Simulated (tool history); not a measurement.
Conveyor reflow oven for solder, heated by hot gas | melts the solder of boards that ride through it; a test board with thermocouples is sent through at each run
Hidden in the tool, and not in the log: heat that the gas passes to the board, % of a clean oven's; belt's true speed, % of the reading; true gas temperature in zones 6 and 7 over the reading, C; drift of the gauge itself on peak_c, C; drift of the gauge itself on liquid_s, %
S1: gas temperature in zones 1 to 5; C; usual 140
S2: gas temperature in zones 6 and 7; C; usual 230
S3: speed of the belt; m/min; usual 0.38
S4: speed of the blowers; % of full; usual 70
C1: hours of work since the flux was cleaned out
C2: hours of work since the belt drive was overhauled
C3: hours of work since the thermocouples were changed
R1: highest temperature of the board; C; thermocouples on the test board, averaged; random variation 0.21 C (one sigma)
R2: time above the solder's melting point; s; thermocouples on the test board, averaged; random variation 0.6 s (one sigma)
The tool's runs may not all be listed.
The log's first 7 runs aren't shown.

{"hour": 358.0, "done": "belt drive overhauled, speed set with a stopwatch"}
{"run": 8, "hour": 370.7, "S1": 140, "S2": 230, "S3": 0.38, "S4": 70, "C1": 72, "C2": 7, "C3": 667, "R1": 219.1, "R2": 103.8}
{"run": 9, "hour": 439.1, "S1": 140, "S2": 230, "S3": 0.38, "S4": 70, "C1": 112, "C2": 48, "C3": 708, "R1": 219.1, "R2": 102.8}
{"run": 10, "hour": 475.0, "S1": 140, "S2": 230, "S3": 0.38, "S4": 70, "C1": 133, "C2": 69, "C3": 729, "R1": 218.5, "R2": 104.1}
{"run": 11, "hour": 527.8, "S1": 140, "S2": 230, "S3": 0.38, "S4": 70, "C1": 164, "C2": 100, "C3": 760, "R1": 218.8, "R2": 104.9}
{"run": 12, "hour": 591.4, "S1": 140, "S2": 231, "S3": 0.38, "S4": 70, "C1": 202, "C2": 137, "C3": 797, "R1": 219.2, "R2": 104.9}
{"run": 13, "hour": 654.2, "S1": 140, "S2": 231, "S3": 0.38, "S4": 70, "C1": 239, "C2": 174, "C3": 834, "R1": 219.4, "R2": 104.1}
{"run": 14, "hour": 697.1, "S1": 140, "S2": 231, "S3": 0.38, "S4": 70, "C1": 264, "C2": 200, "C3": 860, "R1": 219.3, "R2": 105.2}
{"hour": 717.3, "done": "belt drive overhauled, speed set with a stopwatch, once more"}
{"run": 15, "hour": 731.5, "S1": 140, "S2": 231, "S3": 0.38, "S4": 70, "C1": 282, "C2": 8, "C3": 877, "R1": 217.3, "R2": 96.2}
{"run": 16, "hour": 803.9, "S1": 131, "S2": 230, "S3": 0.38, "S4": 56, "C1": 324, "C2": 51, "C3": 920, "R1": 212.4, "R2": 82.8}
{"run": 17, "hour": 850.8, "S1": 136, "S2": 226, "S3": 0.38, "S4": 57, "C1": 352, "C2": 79, "C3": 948, "R1": 210.4, "R2": 82.6}
{"run": 18, "hour": 920.5, "S1": 132, "S2": 230, "S3": 0.357, "S4": 70, "C1": 393, "C2": 120, "C3": 989, "R1": 216.4, "R2": 95.6}
{"run": 19, "hour": 953.9, "S1": 139, "S2": 230, "S3": 0.38, "S4": 58, "C1": 413, "C2": 139, "C3": 1008, "R1": 214.4, "R2": 89.9}
{"hour": 1023.2, "done": "flux residue cleaned out of gas plates and filters"}
{"run": 20, "hour": 1024.7, "S1": 137, "S2": 218, "S3": 0.38, "S4": 60, "C1": 1, "C2": 178, "C3": 1047, "R1": 207.4, "R2": 80.4}
{"run": 21, "hour": 1097.9, "S1": 154, "S2": 218, "S3": 0.38, "S4": 60, "C1": 44, "C2": 221, "C3": 1090, "R1": 210.4, "R2": 97.5}
{"hour": 1103.4, "done": "thermocouples of zones 6 and 7 changed"}
{"run": 22, "hour": 1157.7, "S1": 154, "S2": 218, "S3": 0.38, "S4": 60, "C1": 78, "C2": 255, "C3": 32, "R1": 206.5, "R2": 91.5}
{"run": 23, "hour": 1198.8, "S1": 139, "S2": 230, "S3": 0.353, "S4": 61, "C1": 102, "C2": 279, "C3": 56, "R1": 216.9, "R2": 103.5}
{"run": 24, "hour": 1260.5, "S1": 140, "S2": 234, "S3": 0.316, "S4": 70, "C1": 139, "C2": 316, "C3": 93, "R1": 224.1, "R2": 128.6}
{"run": 25, "hour": 1323.0, "S1": 140, "S2": 234, "S3": 0.316, "S4": 70, "C1": 175, "C2": 352, "C3": 129, "R1": 224.4, "R2": 128}
{"run": 26, "hour": 1392.4, "S1": 139, "S2": 244, "S3": 0.401, "S4": 55, "C1": 216, "C2": 393, "C3": 170, "R1": 223, "R2": 96.9}
{"run": 27, "hour": 1424.2, "S1": 139, "S2": 244, "S3": 0.401, "S4": 55, "C1": 235, "C2": 412, "C3": 189, "R1": 222.8, "R2": 97.1}
{"run": 28, "hour": 1494.2, "S1": 140, "S2": 230, "S3": 0.343, "S4": 70, "C1": 276, "C2": 453, "C3": 230, "R1": 218.3, "R2": 110.2}
{"run": 29, "hour": 1565.3, "S1": 142, "S2": 239, "S3": 0.38, "S4": 70, "C1": 318, "C2": 495, "C3": 272, "R1": 223.3, "R2": 105.4}
{"run": 30, "hour": 1599.9, "S1": 140, "S2": 241, "S3": 0.357, "S4": 70, "C1": 338, "C2": 516, "C3": 292, "R1": 226.8, "R2": 116.4}

Forecast each of these 3 alternatives for the next run:
{"run": "A", "hour": 1643.9, "S1": 147, "S2": 230, "S3": 0.454, "S4": 59, "C1": 364, "C2": 541, "C3": 318, "R1": "?", "R2": "?"}
{"run": "B", "hour": 1643.9, "S1": 140, "S2": 240, "S3": 0.454, "S4": 70, "C1": 364, "C2": 541, "C3": 318, "R1": "?", "R2": "?"}
{"run": "C", "hour": 1643.9, "S1": 145, "S2": 236, "S3": 0.352, "S4": 70, "C1": 364, "C2": 541, "C3": 318, "R1": "?", "R2": "?"}

run=A R1=209 R2=73.2
run=B R1=216.8 R2=79.2
run=C R1=223.3 R2=115.9
Without the tool's hidden state the same runs would have given:
run=A R1=210.5 R2=75.1
run=B R1=218.8 R2=80.7
run=C R1=224.3 R2=115.5

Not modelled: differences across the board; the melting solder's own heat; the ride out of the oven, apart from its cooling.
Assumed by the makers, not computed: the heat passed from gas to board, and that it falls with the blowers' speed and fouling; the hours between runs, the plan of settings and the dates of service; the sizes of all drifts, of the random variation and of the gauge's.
